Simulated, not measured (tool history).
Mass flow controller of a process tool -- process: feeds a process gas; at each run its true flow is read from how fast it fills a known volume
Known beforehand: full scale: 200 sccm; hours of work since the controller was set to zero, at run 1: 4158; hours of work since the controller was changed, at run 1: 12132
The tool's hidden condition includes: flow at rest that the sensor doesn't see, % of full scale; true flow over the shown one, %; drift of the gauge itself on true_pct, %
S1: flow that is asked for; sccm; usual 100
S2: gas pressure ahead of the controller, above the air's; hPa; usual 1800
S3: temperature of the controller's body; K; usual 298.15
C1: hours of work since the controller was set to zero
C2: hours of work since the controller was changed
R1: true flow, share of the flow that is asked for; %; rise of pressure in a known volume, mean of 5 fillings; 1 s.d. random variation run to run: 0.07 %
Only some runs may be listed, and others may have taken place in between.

{"run": 1, "hour": 0.0, "S1": 100, "S2": 1800, "S3": 298.15, "C1": 4158, "C2": 12132, "R1": 99.45}
{"run": 2, "hour": 205.6, "S1": 100, "S2": 1800, "S3": 298.15, "C1": 4296, "C2": 12270, "R1": 99.35}
{"hour": 240.7, "done": "controller exchanged for a calibrated one"}
{"run": 3, "hour": 574.0, "S1": 100, "S2": 1800, "S3": 298.15, "C1": 223, "C2": 223, "R1": 99.28}
{"run": 4, "hour": 989.0, "S1": 100, "S2": 1800, "S3": 298.15, "C1": 502, "C2": 502, "R1": 99.26}
{"run": 5, "hour": 1415.0, "S1": 100, "S2": 1800, "S3": 298.15, "C1": 787, "C2": 787, "R1": 99.01}
{"run": 6, "hour": 1884.3, "S1": 100, "S2": 1460, "S3": 298.15, "C1": 1102, "C2": 1102, "R1": 99.21}
{"run": 7, "hour": 2129.5, "S1": 100, "S2": 2340, "S3": 298.15, "C1": 1266, "C2": 1266, "R1": 98.83}
{"run": 8, "hour": 2370.2, "S1": 29, "S2": 2340, "S3": 298.15, "C1": 1428, "C2": 1428, "R1": 98.36}
{"run": 9, "hour": 2792.8, "S1": 29, "S2": 2340, "S3": 298.15, "C1": 1711, "C2": 1711, "R1": 98.32}
{"run": 10, "hour": 3061.3, "S1": 29, "S2": 2340, "S3": 298.15, "C1": 1891, "C2": 1891, "R1": 98.22}
{"run": 11, "hour": 3351.1, "S1": 29, "S2": 2340, "S3": 298.15, "C1": 2085, "C2": 2085, "R1": 98.3}
{"run": 12, "hour": 3745.1, "S1": 29, "S2": 2340, "S3": 298.15, "C1": 2349, "C2": 2349, "R1": 98.2}
{"run": 13, "hour": 4203.9, "S1": 29, "S2": 2340, "S3": 298.15, "C1": 2657, "C2": 2657, "R1": 98.09}
{"run": 14, "hour": 4532.8, "S1": 163, "S2": 1800, "S3": 298.15, "C1": 2878, "C2": 2878, "R1": 99.27}
{"run": 15, "hour": 4974.4, "S1": 163, "S2": 1800, "S3": 298.15, "C1": 3174, "C2": 3174, "R1": 99.13}
{"run": 16, "hour": 5431.2, "S1": 163, "S2": 1800, "S3": 298.15, "C1": 3480, "C2": 3480, "R1": 99.06}
{"run": 17, "hour": 5659.3, "S1": 163, "S2": 1800, "S3": 298.15, "C1": 3633, "C2": 3633, "R1": 99.16}
{"run": 18, "hour": 5882.0, "S1": 163, "S2": 1800, "S3": 298.15, "C1": 3782, "C2": 3782, "R1": 99.13}
{"run": 19, "hour": 6296.3, "S1": 100, "S2": 1800, "S3": 295.15, "C1": 4060, "C2": 4060, "R1": 98.3}
{"run": 20, "hour": 6613.5, "S1": 100, "S2": 1800, "S3": 295.15, "C1": 4273, "C2": 4273, "R1": 98.27}
{"run": 21, "hour": 7053.8, "S1": 100, "S2": 1800, "S3": 295.15, "C1": 4568, "C2": 4568, "R1": 98.18}
{"run": 22, "hour": 7263.0, "S1": 100, "S2": 1800, "S3": 312.15, "C1": 4708, "C2": 4708, "R1": 99.67}
{"run": 23, "hour": 7522.0, "S1": 100, "S2": 1800, "S3": 306.15, "C1": 4882, "C2": 4882, "R1": 99.22}
{"run": 24, "hour": 7772.7, "S1": 100, "S2": 1800, "S3": 298.15, "C1": 5050, "C2": 5050, "R1": 98.41}
{"run": 25, "hour": 8075.1, "S1": 29, "S2": 2330, "S3": 298.15, "C1": 5252, "C2": 5252, "R1": 97.69}
{"run": 26, "hour": 8286.8, "S1": 176, "S2": 1800, "S3": 307.15, "C1": 5394, "C2": 5394, "R1": 99.82}
{"run": 27, "hour": 8580.2, "S1": 100, "S2": 1880, "S3": 298.15, "C1": 5591, "C2": 5591, "R1": 98.27}
{"run": 28, "hour": 9000.7, "S1": 28, "S2": 2320, "S3": 298.15, "C1": 5873, "C2": 5873, "R1": 97.58}
{"run": 29, "hour": 9463.8, "S1": 100, "S2": 2750, "S3": 306.15, "C1": 6183, "C2": 6183, "R1": 98.53}
{"run": 30, "hour": 9792.5, "S1": 45, "S2": 1490, "S3": 294.15, "C1": 6404, "C2": 6404, "R1": 97.56}
{"run": 31, "hour": 10254.6, "S1": 45, "S2": 1490, "S3": 294.15, "C1": 6714, "C2": 6714, "R1": 97.5}
{"run": 32, "hour": 10635.0, "S1": 45, "S2": 1490, "S3": 294.15, "C1": 6969, "C2": 6969, "R1": 97.45}
{"hour": 10864.4, "done": "gauge calibrated"}
{"run": 33, "hour": 10924.1, "S1": 20, "S2": 2760, "S3": 298.15, "C1": 7162, "C2": 7162, "R1": 98.43}
{"hour": 11289.4, "done": "controller's zero set anew"}
{"run": 34, "hour": 11313.6, "S1": 20, "S2": 2760, "S3": 298.15, "C1": 16, "C2": 7423, "R1": 98.44}
{"run": 35, "hour": 11718.4, "S1": 104, "S2": 2020, "S3": 311.15, "C1": 288, "C2": 7695, "R1": 100.4}
{"run": 36, "hour": 12158.5, "S1": 46, "S2": 1550, "S3": 311.15, "C1": 583, "C2": 7990, "R1": 100.03}
{"run": 37, "hour": 12420.1, "S1": 88, "S2": 1800, "S3": 300.15, "C1": 758, "C2": 8165, "R1": 99.38}
{"run": 38, "hour": 12666.4, "S1": 149, "S2": 1840, "S3": 301.15, "C1": 923, "C2": 8330, "R1": 99.82}
{"run": 39, "hour": 13120.6, "S1": 60, "S2": 2310, "S3": 301.15, "C1": 1228, "C2": 8635, "R1": 98.81}
{"run": 40, "hour": 13391.9, "S1": 172, "S2": 1820, "S3": 306.15, "C1": 1410, "C2": 8817, "R1": 100.36}
{"run": 41, "hour": 13663.3, "S1": 100, "S2": 1800, "S3": 297.15, "C1": 1591, "C2": 8999, "R1": 98.94}
{"run": 42, "hour": 13880.3, "S1": 82, "S2": 1800, "S3": 294.15, "C1": 1737, "C2": 9144, "R1": 98.59}
{"run": 43, "hour": 14251.8, "S1": 82, "S2": 1800, "S3": 294.15, "C1": 1986, "C2": 9393, "R1": 98.55}
{"run": 44, "hour": 14676.6, "S1": 74, "S2": 1800, "S3": 298.15, "C1": 2271, "C2": 9678, "R1": 98.75}
{"run": 45, "hour": 15152.1, "S1": 116, "S2": 2020, "S3": 305.15, "C1": 2590, "C2": 9997, "R1": 99.56}
{"run": 46, "hour": 15391.3, "S1": 148, "S2": 2020, "S3": 305.15, "C1": 2750, "C2": 10157, "R1": 99.75}
{"run": 47, "hour": 15887.0, "S1": 128, "S2": 1500, "S3": 301.15, "C1": 3082, "C2": 10489, "R1": 99.33}

Predict each of these 3 candidate next runs independently; none follows another, all start after run 47:
{"run": "A", "hour": 16275.1, "S1": 88, "S2": 1520, "S3": 312.15, "C1": 3343, "C2": 10750, "R1": "?"}
{"run": "B", "hour": 16275.1, "S1": 26, "S2": 1800, "S3": 298.15, "C1": 3343, "C2": 10750, "R1": "?"}
{"run": "C", "hour": 16275.1, "S1": 100, "S2": 1800, "S3": 312.15, "C1": 3343, "C2": 10750, "R1": "?"}

run=A R1=99.88
run=B R1=98.19
run=C R1=100.08
Without the tool's unlogged condition, the same runs would have read:
run=A R1=100.52
run=B R1=98.83
run=C R1=100.72
